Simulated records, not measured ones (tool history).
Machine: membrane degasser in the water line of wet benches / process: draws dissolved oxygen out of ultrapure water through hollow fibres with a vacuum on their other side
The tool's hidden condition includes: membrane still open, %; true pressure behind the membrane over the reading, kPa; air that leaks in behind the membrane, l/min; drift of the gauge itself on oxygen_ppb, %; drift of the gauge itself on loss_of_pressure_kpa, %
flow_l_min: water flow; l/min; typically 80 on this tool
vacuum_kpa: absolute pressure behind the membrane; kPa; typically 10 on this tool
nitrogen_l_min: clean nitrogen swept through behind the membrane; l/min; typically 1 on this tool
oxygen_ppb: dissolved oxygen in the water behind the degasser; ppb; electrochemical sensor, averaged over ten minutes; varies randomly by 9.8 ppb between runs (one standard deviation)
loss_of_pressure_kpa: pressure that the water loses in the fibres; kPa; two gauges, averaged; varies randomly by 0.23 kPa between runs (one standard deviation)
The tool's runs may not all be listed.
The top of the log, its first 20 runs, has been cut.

run,hour,flow_l_min,vacuum_kpa,nitrogen_l_min,hours since the membrane was changed,hours since the vacuum gauge was calibrated,hours since the vacuum lines were made tight,oxygen_ppb,loss_of_pressure_kpa
21,1024.3,69,9.7,0.54,3481,794,9870,1166.7,50.5
22,1058.6,52,15.7,2.12,3516,828,9904,642,38
23,1093.7,92,6.3,1,3551,863,9939,662.9,67.36
24,1142,56,10,1.48,3599,912,9988,535.6,40.73
25,1179.8,115,22.3,0.6,3637,950,10026,3435.2,84.39
26,1235.2,115,22.3,0.6,3692,1005,10081,3442,83.91
27,1293.2,115,22.3,0.6,3750,1063,10139,3433.7,83.62
28,1331.3,60,10,0.44,3788,1101,10177,1180,43.76
29,1373.3,89,18.2,0.71,3830,1143,10219,2304.2,64.56
30,1414.7,85,6.5,1,3872,1184,10260,627.2,61.34
31,1462.1,105,10.9,0.6,3919,1232,10308,1741.4,75.86

Consider 3 possible next runs. They are alternatives, not a sequence: every one starts from the tool as it was left by run 31. What does each give?
A,1509.3,106,10.9,0.88,3966,1279,10355,?,?
B,1509.3,105,10.9,0.46,3966,1279,10355,?,?
C,1509.3,92,10,0.62,3966,1279,10355,?,?

run,oxygen_ppb,loss_of_pressure_kpa
A,1477.5,77.18
B,1880.2,76.29
C,1412,66.75
What these runs would have given with no unlogged condition in the tool:
run,oxygen_ppb,loss_of_pressure_kpa
A,1477.2,78.51
B,1880.1,77.6
C,1411.8,67.9

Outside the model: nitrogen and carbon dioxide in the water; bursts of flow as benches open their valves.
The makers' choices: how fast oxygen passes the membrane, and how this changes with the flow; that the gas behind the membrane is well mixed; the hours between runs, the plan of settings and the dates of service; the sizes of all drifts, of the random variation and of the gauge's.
